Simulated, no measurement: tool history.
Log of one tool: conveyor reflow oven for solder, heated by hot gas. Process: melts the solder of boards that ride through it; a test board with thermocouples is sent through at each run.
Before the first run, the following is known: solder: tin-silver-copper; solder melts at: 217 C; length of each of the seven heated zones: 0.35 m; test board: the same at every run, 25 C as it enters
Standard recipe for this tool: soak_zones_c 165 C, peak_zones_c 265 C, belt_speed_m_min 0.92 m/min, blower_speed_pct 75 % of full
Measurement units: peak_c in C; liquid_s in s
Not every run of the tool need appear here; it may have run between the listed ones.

run	hour	soak_zones_c	peak_zones_c	belt_speed_m_min	blower_speed_pct	peak_c	liquid_s
1	0	165	265	0.92	75	241.9	26.3
2	5.9	165	265	0.92	75	241.3	25.9
3	12.6	157	265	0.92	75	239.8	23.2
4	20.5	165	265	0.834	75	245	31.6
5	32	165	265	0.834	75	244.8	31.1
6	38.9	165	265	0.834	75	245.1	31.3
7	46.7	165	265	0.834	75	245	31.3
8	57.5	165	265	0.834	75	244.6	31
9	63.2	165	265	0.834	75	244.6	31.5
10	72.2	165	265	0.92	75	241.5	25
11	79.3	165	265	0.772	75	247.1	36.2
12	90.4	165	265	0.772	75	247.2	35.7
13	97.4	165	265	0.772	75	247.3	35.5
14	106.7	165	265	0.772	75	246.7	35.2
15	112.7	154	265	0.92	75	238.7	21.7
16	118.9	154	265	0.92	75	237.6	21.7
17	129.3	165	265	1.077	75	234	16.1
18	142.6	165	265	1.077	75	232.6	16
19	149.5	165	271	0.92	70	243.4	26.5
20	156.7	165	271	0.92	70	243.5	26.8
21	163.1	169	265	0.92	75	240.4	26.1
22	175.6	169	265	0.92	64	238.1	23.2
23	184	169	265	0.92	64	237.7	23.2
24	197.3	158	259	0.882	65	232.3	18.3
25	206	158	259	0.882	65	232.2	18.6
26	213.4	165	265	0.74	75	247.6	37.3
27	219.9	170	274	0.92	75	248	30.3
28	232	170	274	0.839	75	251.5	35.5
# hour 244.7: flux residue cleaned out of gas plates and filters
29	248.1	180	275	0.839	52	252.5	37.9
30	260.2	158	268	0.886	72	245.3	28
31	273.4	173	265	0.969	69	241.5	26.1

Predict each of these 4 candidate next runs independently; none follows another, all start after run 31:
A	282.6	174	256	0.92	58	?	?
B	282.6	159	266	0.77	69	?	?
C	282.6	165	269	1.023	69	?	?
D	282.6	173	265	1.02	72	?	?

run	peak_c	liquid_s
A	233.8	21.3
B	247.3	35.7
C	240.7	22.3
D	240.2	23.6
With no hidden state in the tool, these same runs would have given:
run	peak_c	liquid_s
A	234.3	21.5
B	247.9	35.8
C	241.3	22.4
D	240.8	23.7
